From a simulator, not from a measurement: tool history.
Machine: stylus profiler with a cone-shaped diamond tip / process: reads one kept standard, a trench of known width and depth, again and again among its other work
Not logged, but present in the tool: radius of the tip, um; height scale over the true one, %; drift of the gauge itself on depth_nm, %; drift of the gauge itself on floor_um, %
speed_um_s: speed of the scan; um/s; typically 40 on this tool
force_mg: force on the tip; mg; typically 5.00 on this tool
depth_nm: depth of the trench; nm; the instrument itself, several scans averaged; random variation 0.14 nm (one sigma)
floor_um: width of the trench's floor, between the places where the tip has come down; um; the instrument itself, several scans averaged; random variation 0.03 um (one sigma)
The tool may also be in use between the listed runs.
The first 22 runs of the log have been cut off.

run	day	speed_um_s	force_mg	scans with this tip	hours of work since the height scale was calibrated	depth_nm	floor_um
23	53.492	40	5.00	7747	581	505.64	17.27
24	55.062	40	5.01	8132	610	505.40	17.26
25	58.296	28	3.21	8922	670	504.01	17.23
26	59.825	104	9.38	9297	698	508.26	17.15
27	61.833	104	9.38	9788	735	508.30	17.18
# day 63.200: new tip fitted, height scale calibrated
28	65.121	75	6.83	470	35	506.77	17.23
29	67.667	75	6.83	1093	82	506.63	17.29
30	70.725	75	6.83	1841	138	506.55	17.29
31	73.604	83	8.99	2545	191	508.06	17.21
32	75.808	81	10.17	3085	231	508.52	17.19
33	79.042	55	2.52	3877	291	503.37	17.19
34	81.117	125	6.39	4384	329	506.48	17.11
35	84.412	58	1.97	5190	390	502.86	17.15
36	86.962	58	1.97	5815	436	503.01	17.19
37	89.000	121	14.13	6313	474	511.28	17.15
38	92.183	42	3.76	7093	532	504.58	17.22
39	94.858	15	13.98	7746	581	510.58	17.40
40	97.962	27	1.70	8506	638	502.79	17.25
41	100.325	98	5.68	9085	682	505.99	17.17
42	103.058	12	2.76	9754	732	503.51	17.34
# day 104.512: new tip fitted, height scale calibrated
43	106.446	12	4.18	473	35	504.99	17.30
44	108.608	12	4.18	1003	75	504.74	17.28
45	111.200	12	4.18	1637	123	504.78	17.35

3 options for the next run, each taken on its own from the tool as it stands now. Forecast them:
A	114.054	119	4.88	2335	175	?	?
B	114.054	95	5.10	2335	175	?	?
C	114.054	14	7.71	2335	175	?	?

run	depth_nm	floor_um
A	505.25	17.14
B	505.46	17.19
C	507.26	17.28
Without the tool's hidden state the same runs would have given:
run	depth_nm	floor_um
A	505.25	17.15
B	505.46	17.20
C	507.25	17.29

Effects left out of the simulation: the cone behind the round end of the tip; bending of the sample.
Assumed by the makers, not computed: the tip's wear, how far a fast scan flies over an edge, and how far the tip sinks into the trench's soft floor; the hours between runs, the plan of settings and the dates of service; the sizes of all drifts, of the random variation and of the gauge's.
